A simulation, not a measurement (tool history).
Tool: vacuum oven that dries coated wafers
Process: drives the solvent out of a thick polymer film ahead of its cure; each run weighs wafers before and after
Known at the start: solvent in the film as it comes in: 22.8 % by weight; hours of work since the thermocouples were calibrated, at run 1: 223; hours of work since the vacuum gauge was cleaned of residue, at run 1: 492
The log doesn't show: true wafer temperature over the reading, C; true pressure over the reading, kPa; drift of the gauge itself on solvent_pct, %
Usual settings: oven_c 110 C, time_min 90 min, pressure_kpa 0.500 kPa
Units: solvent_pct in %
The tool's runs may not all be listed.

| run | day | oven_c | time_min | pressure_kpa | hours of work since the thermocouples were calibrated | hours of work since the vacuum gauge was cleaned of residue | solvent_pct |
|---|---|---|---|---|---|---|---|
| 1 | 0.000 | 110 | 90 | 0.500 | 223 | 492 | 1.20 |
| 2 | 0.812 | 110 | 90 | 0.500 | 233 | 502 | 1.17 |
| 3 | 1.558 | 110 | 90 | 0.500 | 242 | 511 | 1.20 |
| 4 | 2.096 | 110 | 90 | 0.500 | 249 | 517 | 1.20 |
| 5 | 3.138 | 110 | 90 | 0.500 | 262 | 530 | 1.18 |
| 6 | 4.062 | 110 | 90 | 0.500 | 273 | 541 | 1.17 |
| 7 | 4.583 | 110 | 90 | 0.500 | 279 | 548 | 1.24 |
| 8 | 5.521 | 105 | 90 | 0.500 | 291 | 559 | 1.84 |
| 9 | 6.375 | 110 | 90 | 0.500 | 301 | 570 | 1.26 |
| 10 | 7.117 | 110 | 90 | 0.500 | 310 | 579 | 1.21 |
| 11 | 7.846 | 110 | 90 | 0.500 | 319 | 588 | 1.20 |
| 12 | 8.342 | 110 | 90 | 0.500 | 325 | 594 | 1.23 |
| 13 | 9.196 | 110 | 90 | 0.500 | 336 | 604 | 1.26 |
| 14 | 9.862 | 101 | 58 | 0.275 | 344 | 612 | 4.50 |
|  | 9.975 | vacuum gauge cleaned of residue and calibrated |
| 15 | 10.454 | 110 | 59 | 0.500 | 350 | 6 | 2.66 |
| 16 | 11.562 | 103 | 71 | 0.293 | 364 | 19 | 2.96 |
|  | 12.038 | vacuum gauge cleaned of residue and calibrated, once more |
| 17 | 12.492 | 103 | 71 | 0.293 | 374 | 6 | 2.70 |
| 18 | 13.146 | 122 | 54 | 0.291 | 382 | 14 | 1.03 |
| 19 | 13.779 | 103 | 101 | 1.734 | 390 | 21 | 2.61 |
| 20 | 14.900 | 110 | 81 | 0.389 | 404 | 35 | 1.21 |
| 21 | 15.508 | 119 | 81 | 1.230 | 411 | 42 | 0.94 |
| 22 | 16.283 | 119 | 81 | 1.230 | 421 | 52 | 0.90 |
| 23 | 17.162 | 120 | 144 | 1.291 | 431 | 63 | 0.67 |
| 24 | 17.650 | 110 | 90 | 0.389 | 437 | 69 | 1.01 |

3 ways to go on from here, each from the tool as it stands after run 24. What would each give?
| A | 18.408 | 112 | 66 | 0.310 | 447 | 78 | ? |
| B | 18.408 | 114 | 62 | 0.680 | 447 | 78 | ? |
| C | 18.408 | 123 | 90 | 0.500 | 447 | 78 | ? |

| run | solvent_pct |
|---|---|
| A | 1.51 |
| B | 1.71 |
| C | 0.40 |
Without the tool's hidden state the same runs would have given:
| run | solvent_pct |
|---|---|
| A | 1.59 |
| B | 1.79 |
| C | 0.40 |
